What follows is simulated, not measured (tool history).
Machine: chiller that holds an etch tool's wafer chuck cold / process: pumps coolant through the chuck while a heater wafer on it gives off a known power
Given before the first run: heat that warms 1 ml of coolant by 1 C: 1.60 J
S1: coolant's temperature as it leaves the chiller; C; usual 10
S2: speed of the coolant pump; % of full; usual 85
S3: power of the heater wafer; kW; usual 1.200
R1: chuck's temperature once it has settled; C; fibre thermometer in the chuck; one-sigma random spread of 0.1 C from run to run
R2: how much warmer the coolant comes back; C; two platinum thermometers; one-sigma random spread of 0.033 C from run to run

run	hour	S1	S2	S3	R1	R2
1	0.0	10	85	1.200	19.6	4.24
# hour 38.6: chiller's thermometer calibrated
2	88.7	10	85	1.200	19.6	4.27
3	193.0	10	85	1.200	19.7	4.27
4	346.7	10	71	1.200	20.6	5.10
5	471.1	10	75	1.200	20.2	4.86
6	548.8	10	75	1.200	20.5	4.88
7	712.0	10	85	0.769	16.1	2.77
8	890.5	10	85	0.769	16.3	2.85
9	1055.2	10	85	0.769	16.3	2.86
10	1199.4	10	85	0.769	16.2	2.86
# hour 1279.9: coolant changed, channels flushed
11	1284.7	10	85	0.748	16.1	2.85
12	1381.4	10	85	1.200	19.6	4.43
13	1551.5	10	85	1.200	19.6	4.50
14	1635.1	10	85	1.200	19.7	4.45
15	1732.6	10	85	1.200	19.6	4.45
16	1837.3	18	85	1.200	27.5	4.48
17	1990.3	10	93	1.200	19.1	4.15
18	2084.3	19	67	0.912	27.5	4.38
19	2193.4	17	98	1.200	25.9	3.99
20	2316.2	13	85	1.200	22.7	4.58
21	2456.4	18	73	0.715	24.1	3.30
# hour 2487.4: chiller's thermometer calibrated
22	2536.4	3	73	0.846	10.3	3.80
23	2642.4	5	85	1.270	15.0	4.83
24	2755.0	10	78	0.685	15.8	3.01
25	2834.8	10	78	0.685	15.7	2.96
26	2940.5	4	86	0.685	9.4	2.80
27	3020.1	0	63	0.685	6.7	3.71
28	3169.1	4	79	1.593	17.2	6.47
# hour 3176.9: gauge calibrated
29	3313.9	4	79	1.593	17.4	6.09
30	3440.3	15	82	1.292	25.6	4.72
31	3556.2	4	96	1.200	12.9	3.86

5 options for the next run, each taken on its own from the tool as it stands now. Forecast them:
A	3728.4	9	72	1.370	?	?
B	3728.4	10	66	1.121	?	?
C	3728.4	4	77	0.802	?	?
D	3728.4	4	94	1.610	?	?
E	3728.4	14	96	1.146	?	?

run	R1	R2
A	21.2	5.77
B	20.3	5.13
C	10.9	3.18
D	16.3	5.22
E	22.5	3.68
With the hidden condition removed and each run's random variation left untouched, the same runs would have given:
run	R1	R2
A	21.2	5.69
B	20.3	5.05
C	10.9	3.10
D	16.3	5.14
E	22.5	3.60
